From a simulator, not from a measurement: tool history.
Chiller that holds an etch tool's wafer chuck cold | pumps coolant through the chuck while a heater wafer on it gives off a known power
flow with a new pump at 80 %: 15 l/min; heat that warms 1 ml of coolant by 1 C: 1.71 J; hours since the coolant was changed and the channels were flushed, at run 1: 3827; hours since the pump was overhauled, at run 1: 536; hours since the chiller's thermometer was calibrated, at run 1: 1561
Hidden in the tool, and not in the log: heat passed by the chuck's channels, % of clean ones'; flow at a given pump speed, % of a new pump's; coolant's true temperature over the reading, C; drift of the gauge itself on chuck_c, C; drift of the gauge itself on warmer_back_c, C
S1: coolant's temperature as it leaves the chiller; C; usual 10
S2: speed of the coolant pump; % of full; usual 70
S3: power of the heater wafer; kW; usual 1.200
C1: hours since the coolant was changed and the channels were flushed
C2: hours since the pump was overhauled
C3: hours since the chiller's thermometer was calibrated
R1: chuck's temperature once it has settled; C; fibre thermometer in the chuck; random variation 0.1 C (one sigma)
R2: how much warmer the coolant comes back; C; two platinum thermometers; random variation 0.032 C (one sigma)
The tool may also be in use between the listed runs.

| run | day | S1 | S2 | S3 | C1 | C2 | C3 | R1 | R2 |
|---|---|---|---|---|---|---|---|---|---|
| 1 | 0.000 | 10 | 70 | 1.200 | 3827 | 536 | 1561 | 22.8 | 3.28 |
| 2 | 1.875 | 10 | 95 | 1.200 | 3872 | 581 | 1606 | 19.8 | 2.37 |
| 3 | 4.092 | 10 | 70 | 1.200 | 3925 | 634 | 1660 | 22.7 | 3.25 |
| 4 | 5.708 | 10 | 70 | 1.200 | 3964 | 673 | 1698 | 22.8 | 3.26 |
| 5 | 6.879 | 10 | 70 | 1.200 | 3992 | 701 | 1727 | 22.9 | 3.28 |
| 6 | 8.704 | 10 | 70 | 1.200 | 4036 | 745 | 1770 | 22.8 | 3.29 |
| 7 | 9.725 | 10 | 73 | 1.200 | 4060 | 769 | 1795 | 22.4 | 3.07 |
| 8 | 11.388 | 10 | 73 | 1.200 | 4100 | 809 | 1835 | 22.6 | 3.08 |
| 9 | 12.617 | 10 | 73 | 1.200 | 4130 | 839 | 1864 | 22.5 | 3.17 |
| 10 | 14.758 | 10 | 73 | 1.200 | 4181 | 890 | 1916 | 22.6 | 3.05 |
| 11 | 16.296 | 11 | 66 | 1.224 | 4218 | 927 | 1953 | 25.0 | 3.55 |
| 12 | 17.721 | 13 | 64 | 1.034 | 4252 | 961 | 1987 | 25.2 | 3.08 |
| 13 | 19.179 | 13 | 64 | 1.034 | 4287 | 996 | 2022 | 25.2 | 3.10 |
| 14 | 21.304 | 13 | 64 | 1.034 | 4338 | 1047 | 2073 | 25.3 | 3.13 |
| 15 | 22.708 | 5 | 76 | 1.275 | 4372 | 1081 | 2106 | 17.8 | 3.20 |
| 16 | 24.708 | 5 | 76 | 1.275 | 4420 | 1129 | 2155 | 17.9 | 3.14 |
| 17 | 26.767 | 1 | 70 | 0.855 | 4469 | 1178 | 2204 | 10.4 | 2.36 |
| 18 | 29.021 | 14 | 70 | 1.599 | 4523 | 1232 | 2258 | 31.3 | 4.34 |

Forecast each of these 4 alternatives for the next run:
| A | 30.208 | 6 | 73 | 0.739 | 4552 | 1261 | 2287 | ? | ? |
| B | 30.208 | 8 | 71 | 0.725 | 4552 | 1261 | 2287 | ? | ? |
| C | 30.208 | 16 | 90 | 1.200 | 4552 | 1261 | 2287 | ? | ? |
| D | 30.208 | 10 | 94 | 1.200 | 4552 | 1261 | 2287 | ? | ? |

| run | R1 | R2 |
|---|---|---|
| A | 13.8 | 1.94 |
| B | 15.9 | 1.94 |
| C | 26.4 | 2.44 |
| D | 20.1 | 2.38 |
Without the tool's hidden state the same runs would have given:
| run | R1 | R2 |
|---|---|---|
| A | 13.1 | 1.93 |
| B | 15.2 | 1.93 |
| C | 25.6 | 2.42 |
| D | 19.2 | 2.37 |

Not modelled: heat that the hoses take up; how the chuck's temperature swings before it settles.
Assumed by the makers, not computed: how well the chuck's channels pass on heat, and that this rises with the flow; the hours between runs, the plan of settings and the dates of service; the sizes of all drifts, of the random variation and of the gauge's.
